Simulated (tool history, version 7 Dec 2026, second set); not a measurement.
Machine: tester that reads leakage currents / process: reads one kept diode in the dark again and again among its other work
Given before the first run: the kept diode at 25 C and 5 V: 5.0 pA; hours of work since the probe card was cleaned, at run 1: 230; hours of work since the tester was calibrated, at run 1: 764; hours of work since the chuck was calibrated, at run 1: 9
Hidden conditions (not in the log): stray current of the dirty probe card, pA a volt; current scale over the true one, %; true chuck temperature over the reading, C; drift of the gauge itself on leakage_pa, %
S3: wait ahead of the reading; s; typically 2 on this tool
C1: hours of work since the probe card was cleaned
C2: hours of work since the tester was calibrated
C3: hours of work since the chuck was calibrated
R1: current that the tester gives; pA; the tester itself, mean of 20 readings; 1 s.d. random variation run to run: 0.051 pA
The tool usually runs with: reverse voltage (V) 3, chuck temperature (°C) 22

{"run": 1, "hour": 0.0, "reverse voltage (V)": 3, "chuck temperature (°C)": 22, "S3": 2, "C1": 230, "C2": 764, "C3": 9, "R1": 4.23}
{"run": 2, "hour": 31.2, "reverse voltage (V)": 3, "chuck temperature (°C)": 22, "S3": 2, "C1": 251, "C2": 785, "C3": 30, "R1": 4.38}
{"run": 3, "hour": 67.3, "reverse voltage (V)": 3, "chuck temperature (°C)": 22, "S3": 2, "C1": 275, "C2": 809, "C3": 54, "R1": 4.43}
{"run": 4, "hour": 87.2, "reverse voltage (V)": 3, "chuck temperature (°C)": 26, "S3": 2, "C1": 288, "C2": 822, "C3": 68, "R1": 5.8}
{"hour": 92.2, "done": "probe card cleaned and baked"}
{"run": 5, "hour": 110.1, "reverse voltage (V)": 3, "chuck temperature (°C)": 26, "S3": 2, "C1": 12, "C2": 836, "C3": 81, "R1": 6.06}
{"run": 6, "hour": 126.7, "reverse voltage (V)": 8.97, "chuck temperature (°C)": 24, "S3": 2, "C1": 23, "C2": 847, "C3": 92, "R1": 12.39}
{"run": 7, "hour": 150.7, "reverse voltage (V)": 8.97, "chuck temperature (°C)": 24, "S3": 7.98, "C1": 39, "C2": 863, "C3": 108, "R1": 11.3}
{"run": 8, "hour": 169.4, "reverse voltage (V)": 3.57, "chuck temperature (°C)": 24, "S3": 0.67, "C1": 52, "C2": 876, "C3": 121, "R1": 7.65}
{"hour": 188.8, "done": "probe card cleaned and baked, once more"}
{"run": 9, "hour": 200.3, "reverse voltage (V)": 3.57, "chuck temperature (°C)": 24, "S3": 0.67, "C1": 8, "C2": 895, "C3": 140, "R1": 6}
{"run": 10, "hour": 238.3, "reverse voltage (V)": 2.55, "chuck temperature (°C)": 32, "S3": 0.61, "C1": 33, "C2": 920, "C3": 165, "R1": 8.64}

How would selected steps in R1 from run to run divide? Give the signed amount a tool lacking its hidden state would still show from settings, what came in and random variation, and the signed amount left for the hidden state, including any gauge scatter that is not in both of the compared results.
Run 5 -> 6: reverse voltage (V) 3 -> 8.97, chuck temperature (°C) 26 -> 24. R1 +6.33 pA: hidden state +2.8, all else +3.53.
